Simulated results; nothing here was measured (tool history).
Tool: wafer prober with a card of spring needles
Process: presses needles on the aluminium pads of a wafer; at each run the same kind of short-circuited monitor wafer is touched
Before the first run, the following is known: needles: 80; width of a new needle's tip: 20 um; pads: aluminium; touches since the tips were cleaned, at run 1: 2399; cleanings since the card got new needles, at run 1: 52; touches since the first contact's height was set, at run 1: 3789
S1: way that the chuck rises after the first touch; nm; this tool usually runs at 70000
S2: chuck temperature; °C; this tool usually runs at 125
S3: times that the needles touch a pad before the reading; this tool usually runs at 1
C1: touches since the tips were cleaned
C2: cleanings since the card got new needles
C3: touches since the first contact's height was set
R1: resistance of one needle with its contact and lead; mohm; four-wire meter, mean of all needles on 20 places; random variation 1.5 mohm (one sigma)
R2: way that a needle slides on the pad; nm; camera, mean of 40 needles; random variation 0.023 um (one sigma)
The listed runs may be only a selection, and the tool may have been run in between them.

run,hour,S1,S2,S3,C1,C2,C3,R1,R2
1,0.0,70000,125,1,2399,52,3789,357,14900
# hour 6.8: tips cleaned on abrasive film
# hour 18.2: tips cleaned on abrasive film
# hour 27.3: tips cleaned on abrasive film
# hour 37.4: tips cleaned on abrasive film
2,37.4,70000,125,1,0,56,26668,167,14830
# hour 46.5: tips cleaned on abrasive film
# hour 55.6: tips cleaned on abrasive film
# hour 67.0: tips cleaned on abrasive film
# hour 76.0: tips cleaned on abrasive film
3,80.1,70000,125,1,2502,60,52789,370,14730
# hour 86.9: tips cleaned on abrasive film
# hour 96.0: tips cleaned on abrasive film
# hour 107.4: tips cleaned on abrasive film
# hour 118.7: tips cleaned on abrasive film
4,127.1,70000,125,1,5198,64,81612,510,14640
# hour 129.5: tips cleaned on abrasive film
# hour 140.8: tips cleaned on abrasive film
# hour 152.2: tips cleaned on abrasive film
5,152.8,70000,125,1,403,67,97308,212,14540
# hour 161.9: tips cleaned on abrasive film
# hour 171.2: height of the first contact set anew
# hour 173.6: tips cleaned on abrasive film
# hour 182.7: tips cleaned on abrasive film
6,186.3,62000,125,1,2239,70,9190,456,13240
# hour 193.2: tips cleaned on abrasive film
# hour 202.3: tips cleaned on abrasive film
# hour 211.4: tips cleaned on abrasive film
# hour 220.5: tips cleaned on abrasive film
7,228.1,62000,125,1,4715,74,34758,596,13040
# hour 230.4: tips cleaned on abrasive film
# hour 241.8: tips cleaned on abrasive film
# hour 250.9: tips cleaned on abrasive film
# hour 262.2: tips cleaned on abrasive film
8,265.3,62000,125,1,1884,78,57496,453,12980
# hour 272.1: tips cleaned on abrasive film
# hour 281.2: tips cleaned on abrasive film
# hour 292.6: tips cleaned on abrasive film
# hour 301.7: tips cleaned on abrasive film
9,305.6,70000,125,1,2426,82,82166,421,14620
# hour 312.5: tips cleaned on abrasive film
# hour 321.6: tips cleaned on abrasive film
# hour 332.9: tips cleaned on abrasive film
# hour 344.3: tips cleaned on abrasive film
# hour 349.1: height of the first contact set anew
# hour 355.3: tips cleaned on abrasive film
10,355.3,70000,125,1,0,87,3780,170,14920
# hour 366.6: tips cleaned on abrasive film
# hour 375.7: tips cleaned on abrasive film
# hour 384.8: tips cleaned on abrasive film
# hour 393.9: tips cleaned on abrasive film
# hour 405.3: tips cleaned on abrasive film
11,407.5,70000,125,1,1355,92,35718,324,14760
# hour 416.6: tips cleaned on abrasive film
# hour 425.7: tips cleaned on abrasive film
12,432.5,70000,125,1,4198,94,51037,489,14770
# hour 434.8: tips cleaned on abrasive film
# hour 446.2: tips cleaned on abrasive film
# hour 455.3: tips cleaned on abrasive film
# hour 464.4: tips cleaned on abrasive film
# hour 475.7: tips cleaned on abrasive film
13,483.0,51000,115,1,4479,99,81935,847,10550
# hour 485.3: tips cleaned on abrasive film
# hour 496.6: tips cleaned on abrasive film
# hour 505.7: tips cleaned on abrasive film
# hour 517.1: tips cleaned on abrasive film
# hour 526.2: tips cleaned on abrasive film
# hour 526.5: height of the first contact set anew
14,527.7,53000,115,2,757,104,757,258,11320
# hour 536.8: tips cleaned on abrasive film
# hour 545.9: tips cleaned on abrasive film
# hour 555.0: tips cleaned on abrasive film
# hour 564.1: tips cleaned on abrasive film
15,569.0,53000,115,2,3054,108,26053,498,11190
# hour 573.6: tips cleaned on abrasive film
# hour 582.7: tips cleaned on abrasive film
# hour 594.1: tips cleaned on abrasive film
# hour 603.2: tips cleaned on abrasive film
16,604.8,53000,115,2,966,112,47869,312,11090
# hour 613.9: tips cleaned on abrasive film
# hour 625.2: tips cleaned on abrasive film
# hour 636.6: tips cleaned on abrasive film
# hour 645.6: tips cleaned on abrasive film
# hour 654.7: tips cleaned on abrasive film
17,658.9,53000,30,2,2542,117,80996,542,11000
# hour 665.7: tips cleaned on abrasive film
# hour 677.1: tips cleaned on abrasive film
# hour 688.4: tips cleaned on abrasive film
18,696.3,73000,125,1,4909,120,103973,519,15150
# hour 698.7: tips cleaned on abrasive film
# hour 703.5: height of the first contact set anew
# hour 710.3: tips cleaned on abrasive film
# hour 721.7: tips cleaned on abrasive film
# hour 730.8: tips cleaned on abrasive film
# hour 742.1: tips cleaned on abrasive film
19,747.6,57000,125,2,3383,125,27015,430,12070
# hour 752.2: tips cleaned on abrasive film
# hour 761.3: tips cleaned on abrasive film
# hour 772.7: tips cleaned on abrasive film
20,775.2,57000,125,2,1541,128,43847,366,11990
# hour 782.0: tips cleaned on abrasive film
# hour 793.4: tips cleaned on abrasive film
# hour 802.5: tips cleaned on abrasive film
# hour 813.8: tips cleaned on abrasive film
# hour 825.2: tips cleaned on abrasive film
21,827.4,70000,105,1,1368,133,75801,344,14630
# hour 836.5: tips cleaned on abrasive film
# hour 845.6: tips cleaned on abrasive film
22,853.7,70000,62,1,5050,135,91973,644,14610
# hour 856.1: tips cleaned on abrasive film
# hour 865.2: tips cleaned on abrasive film
# hour 874.3: tips cleaned on abrasive film
# hour 881.3: height of the first contact set anew
# hour 883.7: tips cleaned on abrasive film
# hour 892.8: tips cleaned on abrasive film
# hour 903.9: tips cleaned on abrasive film
23,903.9,70000,62,1,0,141,13771,203,14870
# hour 913.0: tips cleaned on abrasive film
# hour 922.1: tips cleaned on abrasive film
# hour 933.5: tips cleaned on abrasive film
24,938.1,70000,62,1,2868,144,34711,502,14720

Some steps in R1 between neighbouring runs. How much of each would the tool show without its hidden state too (settings, what came in, random variation), and how much is left for the hidden state, with any gauge scatter that isn't in both results?
Hidden state at play: debris on the tips, nm; way that the needles fall short of the set height, um; tips' diameter, um; drift of the gauge itself on contact_mohm, %; drift of the gauge itself on scrub_um, %.
Run 13 -> 14: S1 51000 -> 53000, S3 1 -> 2, tips cleaned on abrasive film, tips cleaned on abrasive film, tips cleaned on abrasive film, tips cleaned on abrasive film, tips cleaned on abrasive film, height of the first contact set anew. R1 -589 mohm: hidden state -585, all else -4.
Run 22 -> 23: tips cleaned on abrasive film, tips cleaned on abrasive film, tips cleaned on abrasive film, height of the first contact set anew, tips cleaned on abrasive film, tips cleaned on abrasive film, tips cleaned on abrasive film. R1 -441 mohm: hidden state -440, all else -1.

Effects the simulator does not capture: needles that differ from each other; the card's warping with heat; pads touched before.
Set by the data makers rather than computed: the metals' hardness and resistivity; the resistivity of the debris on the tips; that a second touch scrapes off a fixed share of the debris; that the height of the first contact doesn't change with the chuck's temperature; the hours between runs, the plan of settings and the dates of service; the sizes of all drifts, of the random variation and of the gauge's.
